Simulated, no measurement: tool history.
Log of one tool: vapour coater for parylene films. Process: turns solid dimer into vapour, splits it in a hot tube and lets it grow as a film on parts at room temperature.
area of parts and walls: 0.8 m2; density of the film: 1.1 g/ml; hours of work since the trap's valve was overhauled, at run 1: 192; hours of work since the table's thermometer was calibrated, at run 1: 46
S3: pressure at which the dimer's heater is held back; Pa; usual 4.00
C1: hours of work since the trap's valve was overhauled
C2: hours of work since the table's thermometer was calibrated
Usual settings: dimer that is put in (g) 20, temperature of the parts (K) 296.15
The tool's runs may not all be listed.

Run 1, hour 0.0: usual settings; C1 192; C2 46. Result: thickness of the film (um) 12.45.
Run 2, hour 15.1: usual settings; C1 202; C2 55. Result: thickness of the film (um) 12.59.
Run 3, hour 30.3: usual settings; C1 211; C2 64. Result: thickness of the film (um) 12.76.
Run 4, hour 43.9: usual settings; C1 219; C2 72. Result: thickness of the film (um) 12.57.
Run 5, hour 51.9: usual settings but temperature of the parts (K) 290.15; C1 224; C2 77. Result: thickness of the film (um) 15.67.
Run 6, hour 67.0: usual settings but temperature of the parts (K) 290.15; C1 233; C2 86. Result: thickness of the film (um) 15.94.
Run 7, hour 79.8: usual settings but S3 9.77 Pa; C1 240; C2 94. Result: thickness of the film (um) 10.60.
Run 8, hour 89.9: usual settings but S3 9.77 Pa; C1 246; C2 100. Result: thickness of the film (um) 10.38.
Run 9, hour 103.0: usual settings but S3 9.77 Pa; C1 254; C2 108. Result: thickness of the film (um) 10.41.
Run 10, hour 111.3: usual settings; C1 259; C2 113. Result: thickness of the film (um) 12.60.
Run 11, hour 129.3: usual settings; C1 270; C2 123. Result: thickness of the film (um) 12.54.
Run 12, hour 145.4: usual settings; C1 280; C2 133. Result: thickness of the film (um) 12.50.
Run 13, hour 154.6: usual settings; C1 285; C2 139. Result: thickness of the film (um) 12.55.
Run 14, hour 162.8: usual settings but S3 8.32 Pa; C1 290; C2 143. Result: thickness of the film (um) 10.82.
Run 15, hour 176.4: usual settings but S3 8.32 Pa; C1 298; C2 152. Result: thickness of the film (um) 10.83.
Run 16, hour 189.8: usual settings; C1 306; C2 160. Result: thickness of the film (um) 12.62.
Run 17, hour 209.1: usual settings; C1 318; C2 171. Result: thickness of the film (um) 12.70.
Run 18, hour 222.6: usual settings; C1 326; C2 179. Result: thickness of the film (um) 12.58.
Run 19, hour 233.8: usual settings; C1 332; C2 186. Result: thickness of the film (um) 12.66.
Run 20, hour 242.5: usual settings; C1 338; C2 191. Result: thickness of the film (um) 12.37.
Run 21, hour 254.5: usual settings but dimer that is put in (g) 34; C1 345; C2 198. Result: thickness of the film (um) 21.35.
Run 22, hour 265.9: usual settings but S3 4.70 Pa; C1 352; C2 205. Result: thickness of the film (um) 12.00.
Run 23, hour 277.3: usual settings but S3 4.70 Pa; C1 358; C2 212. Result: thickness of the film (um) 12.03.
Run 24, hour 288.2: usual settings but dimer that is put in (g) 25; C1 365; C2 219. Result: thickness of the film (um) 15.89.
Run 25, hour 297.6: usual settings but dimer that is put in (g) 25; C1 371; C2 224. Result: thickness of the film (um) 15.91.
At hour 303.6: trap's valve overhauled.
Run 26, hour 310.4: usual settings but dimer that is put in (g) 12, S3 6.36 Pa; C1 4; C2 229. Result: thickness of the film (um) 6.91.
Run 27, hour 320.8: usual settings but dimer that is put in (g) 8, temperature of the parts (K) 299.15, S3 3.99 Pa; C1 10; C2 236. Result: thickness of the film (um) 4.59.
Run 28, hour 328.9: usual settings but dimer that is put in (g) 8, temperature of the parts (K) 299.15, S3 3.99 Pa; C1 15; C2 241. Result: thickness of the film (um) 4.58.
Run 29, hour 341.9: usual settings but dimer that is put in (g) 19, temperature of the parts (K) 289.15, S3 6.01 Pa; C1 23; C2 248. Result: thickness of the film (um) 14.42.
Run 30, hour 354.6: usual settings but dimer that is put in (g) 19, temperature of the parts (K) 289.15, S3 6.01 Pa; C1 31; C2 256. Result: thickness of the film (um) 14.19.
Run 31, hour 367.3: usual settings but dimer that is put in (g) 19, temperature of the parts (K) 303.15, S3 9.92 Pa; C1 38; C2 264. Result: thickness of the film (um) 7.74.
Run 32, hour 379.6: usual settings but dimer that is put in (g) 19, temperature of the parts (K) 303.15, S3 9.92 Pa; C1 45; C2 271. Result: thickness of the film (um) 7.63.
Run 33, hour 389.5: usual settings but dimer that is put in (g) 19, temperature of the parts (K) 303.15, S3 6.26 Pa; C1 51; C2 277. Result: thickness of the film (um) 8.43.
Run 34, hour 402.5: usual settings but dimer that is put in (g) 19, temperature of the parts (K) 303.15, S3 6.26 Pa; C1 59; C2 285. Result: thickness of the film (um) 8.50.
Run 35, hour 422.0: usual settings but dimer that is put in (g) 18, temperature of the parts (K) 292.15; C1 71; C2 296. Result: thickness of the film (um) 13.09.
Run 36, hour 438.9: usual settings but dimer that is put in (g) 18, temperature of the parts (K) 292.15; C1 81; C2 306. Result: thickness of the film (um) 13.09.
Run 37, hour 458.4: usual settings but dimer that is put in (g) 15, temperature of the parts (K) 292.15, S3 3.45 Pa; C1 93; C2 318. Result: thickness of the film (um) 11.48.
Run 38, hour 466.4: usual settings but dimer that is put in (g) 12, S3 7.15 Pa; C1 97; C2 323. Result: thickness of the film (um) 6.84.
Run 39, hour 477.3: usual settings but dimer that is put in (g) 12, S3 7.15 Pa; C1 104; C2 329. Result: thickness of the film (um) 6.64.
Run 40, hour 490.2: usual settings but temperature of the parts (K) 295.15; C1 112; C2 337. Result: thickness of the film (um) 13.21.
Run 41, hour 507.6: usual settings but dimer that is put in (g) 24, temperature of the parts (K) 295.15, S3 2.57 Pa; C1 122; C2 347. Result: thickness of the film (um) 17.43.
Run 42, hour 521.4: usual settings but dimer that is put in (g) 24, temperature of the parts (K) 295.15, S3 2.57 Pa; C1 130; C2 356. Result: thickness of the film (um) 17.30.
Run 43, hour 532.2: usual settings but dimer that is put in (g) 24, temperature of the parts (K) 295.15, S3 2.57 Pa; C1 137; C2 362. Result: thickness of the film (um) 17.30.
Run 44, hour 546.7: usual settings but temperature of the parts (K) 297.15, S3 2.69 Pa; C1 145; C2 371. Result: thickness of the film (um) 13.23.
Run 45, hour 555.7: usual settings but temperature of the parts (K) 289.15, S3 3.83 Pa; C1 151; C2 376. Result: thickness of the film (um) 16.48.
Run 46, hour 567.8: usual settings but dimer that is put in (g) 16, temperature of the parts (K) 297.15, S3 8.03 Pa; C1 158; C2 384. Result: thickness of the film (um) 8.48.
Run 47, hour 577.8: usual settings but dimer that is put in (g) 15, temperature of the parts (K) 300.15, S3 3.87 Pa; C1 164; C2 390. Result: thickness of the film (um) 8.25.

3 ways to go on from here, each from the tool as it stands after run 47. What would each give?
Run A, hour 591.8: usual settings but dimer that is put in (g) 13, temperature of the parts (K) 306.15, S3 4.03 Pa; C1 173; C2 398. Result: thickness of the film (um) ?.
Run B, hour 591.8: usual settings but dimer that is put in (g) 22, temperature of the parts (K) 292.15, S3 6.07 Pa; C1 173; C2 398. Result: thickness of the film (um) ?.
Run C, hour 591.8: usual settings but dimer that is put in (g) 15, temperature of the parts (K) 300.15, S3 5.07 Pa; C1 173; C2 398. Result: thickness of the film (um) ?.

run  thickness of the film (um)
  A                        5.68
  B                       14.64
  C                        7.84
Without the tool's hidden state the same runs would have given:
run  thickness of the film (um)
  A                        5.71
  B                       14.71
  C                        7.88

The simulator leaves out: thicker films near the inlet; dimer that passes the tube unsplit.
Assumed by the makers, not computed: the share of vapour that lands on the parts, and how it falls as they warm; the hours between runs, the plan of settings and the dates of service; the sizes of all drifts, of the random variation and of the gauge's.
